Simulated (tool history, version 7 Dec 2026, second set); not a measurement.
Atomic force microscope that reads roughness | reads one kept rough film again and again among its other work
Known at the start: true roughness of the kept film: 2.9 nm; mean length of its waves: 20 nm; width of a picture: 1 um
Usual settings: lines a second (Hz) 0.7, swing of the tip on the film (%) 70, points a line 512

run	hour	lines a second (Hz)	swing of the tip on the film (%)	points a line	roughness of the kept film (nm (root mean square))
1	0	0.7	70	512	2.097
2	8.4	0.7	70	512	2.043
3	14.4	0.7	61	512	2.035
4	21.9	0.7	61	512	1.991
# hour 26.4: new tip fitted
5	32.1	0.7	61	512	2.293
6	39.4	0.7	61	512	2.237
7	49.7	0.7	56	512	2.165
8	55.7	0.7	56	512	2.15
9	61.4	0.7	70	325	2.05
10	69.2	0.7	70	325	1.998
11	75.3	0.7	75	325	1.972
12	82	0.7	75	325	1.919
13	86.3	0.828	70	512	1.957
# hour 90.2: new tip fitted
14	97.1	0.828	70	512	2.283
15	106.3	0.7	70	512	2.235
16	113.2	0.7	70	512	2.174
17	120.6	1.09	70	512	2.109
18	127.3	1.657	73	512	2.034
19	137.2	0.566	70	405	2.06
20	146.6	1.386	69	512	1.957
21	152.9	2.487	70	400	1.834
# hour 154.4: new tip fitted
22	160.7	2.861	70	637	2.121
23	168.2	1.253	70	367	2.15
24	174.4	1.253	70	367	2.111
25	181.1	1.158	70	590	2.107
26	187.1	0.838	81	784	2.06
27	194	1.154	74	512	2.015
28	198.2	0.691	74	288	1.979
29	206.5	0.716	58	342	1.989
30	215.9	1.352	71	765	1.905
# hour 218.5: new tip fitted
31	226.1	3.908	71	560	2.046

Measured less the same run without the tool's hidden state. The same run-to-run variation is in both; the gauge's scatter may not be:
The hidden state here: radius of the tip, nm; height scale over the true one, %; drift of the gauge itself on roughness_nm, %.
run	roughness of the kept film (nm (root mean square))
1	-0.239
2	-0.292
3	-0.327
4	-0.368
5	-0.078
6	-0.127
7	-0.192
8	-0.228
9	-0.254
10	-0.301
11	-0.327
12	-0.362
13	-0.398
14	-0.041
15	-0.106
16	-0.151
17	-0.196
18	-0.229
19	-0.297
20	-0.343
21	-0.354
22	-0.068
23	-0.121
24	-0.159
25	-0.202
26	-0.236
27	-0.274
28	-0.3
29	-0.357
30	-0.4
31	-0.049
